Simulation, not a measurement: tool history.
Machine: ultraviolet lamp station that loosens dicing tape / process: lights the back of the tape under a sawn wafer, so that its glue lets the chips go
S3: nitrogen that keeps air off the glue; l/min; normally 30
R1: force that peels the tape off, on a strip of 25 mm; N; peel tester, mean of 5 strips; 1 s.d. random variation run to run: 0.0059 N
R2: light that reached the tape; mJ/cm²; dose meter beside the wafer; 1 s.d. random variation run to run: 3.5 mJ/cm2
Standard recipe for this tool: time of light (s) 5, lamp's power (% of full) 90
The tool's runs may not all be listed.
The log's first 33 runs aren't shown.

run 34 hour=617.7 | time_of_light_(s)=7 lamp's_power_(%_of_full)=90 S3=30 | R1=0.118 R2=662
run 35 hour=629.7 | time_of_light_(s)=7 lamp's_power_(%_of_full)=90 S3=30 | R1=0.126 R2=650
run 36 hour=640.9 | time_of_light_(s)=7 lamp's_power_(%_of_full)=90 S3=30 | R1=0.125 R2=643
run 37 hour=652.9 | time_of_light_(s)=7 lamp's_power_(%_of_full)=90 S3=30 | R1=0.123 R2=639
run 38 hour=671.5 | time_of_light_(s)=7 lamp's_power_(%_of_full)=90 S3=30 | R1=0.126 R2=622
run 39 hour=689.2 | time_of_light_(s)=7 lamp's_power_(%_of_full)=90 S3=30 | R1=0.136 R2=619
run 40 hour=704.8 | time_of_light_(s)=7 lamp's_power_(%_of_full)=65 S3=12 | R1=0.600 R2=445
run 41 hour=731.4 | time_of_light_(s)=7 lamp's_power_(%_of_full)=65 S3=12 | R1=0.589 R2=439

3 ways to go on from here, each from the tool as it stands after run 41. What would each give?
run A hour=750.7 | time_of_light_(s)=6 lamp's_power_(%_of_full)=90 S3=39 | R1=? R2=?
run B hour=750.7 | time_of_light_(s)=3 lamp's_power_(%_of_full)=65 S3=11 | R1=? R2=?
run C hour=750.7 | time_of_light_(s)=7 lamp's_power_(%_of_full)=90 S3=48 | R1=? R2=?

run=A R1=0.182 R2=511
run=B R1=1.969 R2=187
run=C R1=0.120 R2=597
Had the tool no hidden state, the same runs would have come out as:
run=A R1=0.095 R2=698
run=B R1=1.457 R2=254
run=C R1=0.079 R2=816

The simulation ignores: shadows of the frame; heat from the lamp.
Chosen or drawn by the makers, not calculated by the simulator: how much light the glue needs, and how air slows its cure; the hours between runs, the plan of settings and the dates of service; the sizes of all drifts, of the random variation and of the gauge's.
